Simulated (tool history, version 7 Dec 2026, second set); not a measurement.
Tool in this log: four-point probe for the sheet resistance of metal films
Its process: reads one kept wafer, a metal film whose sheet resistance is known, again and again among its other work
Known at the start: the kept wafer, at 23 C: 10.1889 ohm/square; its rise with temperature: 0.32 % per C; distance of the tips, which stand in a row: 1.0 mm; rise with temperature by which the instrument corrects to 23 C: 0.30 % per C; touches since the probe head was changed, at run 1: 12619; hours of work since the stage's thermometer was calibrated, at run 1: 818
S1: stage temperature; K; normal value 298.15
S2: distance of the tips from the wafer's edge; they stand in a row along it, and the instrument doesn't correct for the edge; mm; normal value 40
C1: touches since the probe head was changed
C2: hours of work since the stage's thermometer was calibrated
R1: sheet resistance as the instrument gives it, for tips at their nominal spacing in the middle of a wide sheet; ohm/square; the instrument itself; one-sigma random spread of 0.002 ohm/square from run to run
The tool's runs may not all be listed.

run,day,S1,S2,C1,C2,R1
1,0.000,298.15,40,12619,818,10.269489
2,0.512,298.15,40,13349,827,10.271720
3,1.054,298.15,40,14115,837,10.267244
4,1.583,298.15,40,14868,847,10.272730
5,2.096,298.15,40,15594,856,10.274897
6,2.733,298.15,40,16502,868,10.274547
7,3.508,298.15,40,17600,882,10.275343
8,4.275,298.15,40,18688,897,10.272986
9,4.917,298.15,40,19605,909,10.280798
10,5.496,298.15,40,20425,919,10.278436
11,5.958,293.15,4,21084,928,10.597496
12,6.454,307.15,33,21788,937,10.296253
13,7.038,292.15,11,22614,948,10.298492
14,7.554,306.15,74,23348,957,10.295242
15,7.971,306.15,74,23939,965,10.294255
16,8.488,306.15,74,24672,975,10.294942
17,9.292,305.15,4,25818,990,10.628486
18,10.142,305.15,4,27023,1005,10.628285
19,10.592,303.15,21,27662,1014,10.306137

Measured minus without-hidden-state, run by run (identical run-to-run variation in each term; gauge scatter may differ):
Hidden state present: inner tips' distance over the nominal, %; tips' flats over new ones', %; wafer's true temperature over the reading, C; drift of the gauge itself on sheet_ohm, %.
run,R1
1,+0.071967
2,+0.072863
3,+0.073625
4,+0.074456
5,+0.075287
6,+0.076207
7,+0.077443
8,+0.078537
9,+0.079642
10,+0.080512
11,+0.083779
12,+0.081852
13,+0.083303
14,+0.083593
15,+0.084138
16,+0.084905
17,+0.088766
18,+0.090116
19,+0.088373
